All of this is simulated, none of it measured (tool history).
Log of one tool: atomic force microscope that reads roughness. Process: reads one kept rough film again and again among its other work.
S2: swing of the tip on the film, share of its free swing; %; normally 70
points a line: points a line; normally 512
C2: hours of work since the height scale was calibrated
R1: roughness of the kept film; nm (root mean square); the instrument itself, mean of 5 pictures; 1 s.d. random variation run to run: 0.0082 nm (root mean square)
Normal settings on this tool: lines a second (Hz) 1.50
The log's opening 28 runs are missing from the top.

{"run": 29, "hour": 799.2, "lines a second (Hz)": 1.11, "S2": 55, "points a line": 394, "pictures with this tip": 255, "C2": 1405, "R1": 1.896}
{"hour": 831.8, "done": "new tip fitted"}
{"run": 30, "hour": 837.3, "lines a second (Hz)": 2.26, "S2": 70, "points a line": 274, "pictures with this tip": 6, "C2": 1430, "R1": 1.714}
{"run": 31, "hour": 857.0, "lines a second (Hz)": 1.19, "S2": 70, "points a line": 286, "pictures with this tip": 27, "C2": 1442, "R1": 1.82}
{"run": 32, "hour": 897.4, "lines a second (Hz)": 1.43, "S2": 70, "points a line": 871, "pictures with this tip": 70, "C2": 1468, "R1": 1.782}
{"run": 33, "hour": 931.5, "lines a second (Hz)": 0.92, "S2": 77, "points a line": 512, "pictures with this tip": 107, "C2": 1490, "R1": 1.796}
{"run": 34, "hour": 952.4, "lines a second (Hz)": 1.5, "S2": 70, "points a line": 786, "pictures with this tip": 129, "C2": 1504, "R1": 1.794}
{"run": 35, "hour": 972.9, "lines a second (Hz)": 1.71, "S2": 87, "points a line": 267, "pictures with this tip": 151, "C2": 1517, "R1": 1.597}
{"run": 36, "hour": 1013.8, "lines a second (Hz)": 2.51, "S2": 83, "points a line": 267, "pictures with this tip": 195, "C2": 1544, "R1": 1.524}
{"run": 37, "hour": 1046.6, "lines a second (Hz)": 2.51, "S2": 83, "points a line": 677, "pictures with this tip": 231, "C2": 1565, "R1": 1.531}
{"run": 38, "hour": 1064.4, "lines a second (Hz)": 2.51, "S2": 83, "points a line": 677, "pictures with this tip": 250, "C2": 1576, "R1": 1.525}
{"run": 39, "hour": 1094.6, "lines a second (Hz)": 1.63, "S2": 56, "points a line": 308, "pictures with this tip": 282, "C2": 1596, "R1": 1.865}
{"hour": 1100.5, "done": "new tip fitted"}
{"run": 40, "hour": 1132.8, "lines a second (Hz)": 1.75, "S2": 67, "points a line": 384, "pictures with this tip": 35, "C2": 1620, "R1": 1.809}
{"run": 41, "hour": 1169.9, "lines a second (Hz)": 1.75, "S2": 68, "points a line": 604, "pictures with this tip": 75, "C2": 1644, "R1": 1.802}
{"run": 42, "hour": 1209.0, "lines a second (Hz)": 2.96, "S2": 68, "points a line": 893, "pictures with this tip": 117, "C2": 1669, "R1": 1.693}
{"run": 43, "hour": 1245.8, "lines a second (Hz)": 0.88, "S2": 85, "points a line": 322, "pictures with this tip": 156, "C2": 1693, "R1": 1.764}
{"run": 44, "hour": 1265.7, "lines a second (Hz)": 0.88, "S2": 85, "points a line": 322, "pictures with this tip": 178, "C2": 1706, "R1": 1.764}
{"run": 45, "hour": 1285.4, "lines a second (Hz)": 0.88, "S2": 66, "points a line": 497, "pictures with this tip": 199, "C2": 1718, "R1": 1.859}
{"run": 46, "hour": 1316.7, "lines a second (Hz)": 0.88, "S2": 66, "points a line": 497, "pictures with this tip": 233, "C2": 1739, "R1": 1.861}
{"run": 47, "hour": 1334.6, "lines a second (Hz)": 1.08, "S2": 70, "points a line": 673, "pictures with this tip": 252, "C2": 1750, "R1": 1.842}
{"hour": 1368.8, "done": "new tip fitted"}
{"run": 48, "hour": 1372.2, "lines a second (Hz)": 1.36, "S2": 70, "points a line": 673, "pictures with this tip": 4, "C2": 1774, "R1": 1.816}
{"run": 49, "hour": 1402.7, "lines a second (Hz)": 1.49, "S2": 70, "points a line": 512, "pictures with this tip": 36, "C2": 1794, "R1": 1.805}
{"run": 50, "hour": 1434.5, "lines a second (Hz)": 1.49, "S2": 70, "points a line": 512, "pictures with this tip": 71, "C2": 1814, "R1": 1.804}

Branching from run 50: 4 alternative next runs. What would each branch give?
{"run": "A", "hour": 1454.2, "lines a second (Hz)": 1.49, "S2": 55, "points a line": 492, "pictures with this tip": 92, "C2": 1827, "R1": "?"}
{"run": "B", "hour": 1454.2, "lines a second (Hz)": 3.54, "S2": 66, "points a line": 951, "pictures with this tip": 92, "C2": 1827, "R1": "?"}
{"run": "C", "hour": 1454.2, "lines a second (Hz)": 1.49, "S2": 90, "points a line": 371, "pictures with this tip": 92, "C2": 1827, "R1": "?"}
{"run": "D", "hour": 1454.2, "lines a second (Hz)": 0.51, "S2": 70, "points a line": 512, "pictures with this tip": 92, "C2": 1827, "R1": "?"}

run=A R1=1.877
run=B R1=1.683
run=C R1=1.596
run=D R1=1.885
With the hidden condition removed and each run's random variation left untouched, the same runs would have given:
run=A R1=1.877
run=B R1=1.683
run=C R1=1.596
run=D R1=1.885

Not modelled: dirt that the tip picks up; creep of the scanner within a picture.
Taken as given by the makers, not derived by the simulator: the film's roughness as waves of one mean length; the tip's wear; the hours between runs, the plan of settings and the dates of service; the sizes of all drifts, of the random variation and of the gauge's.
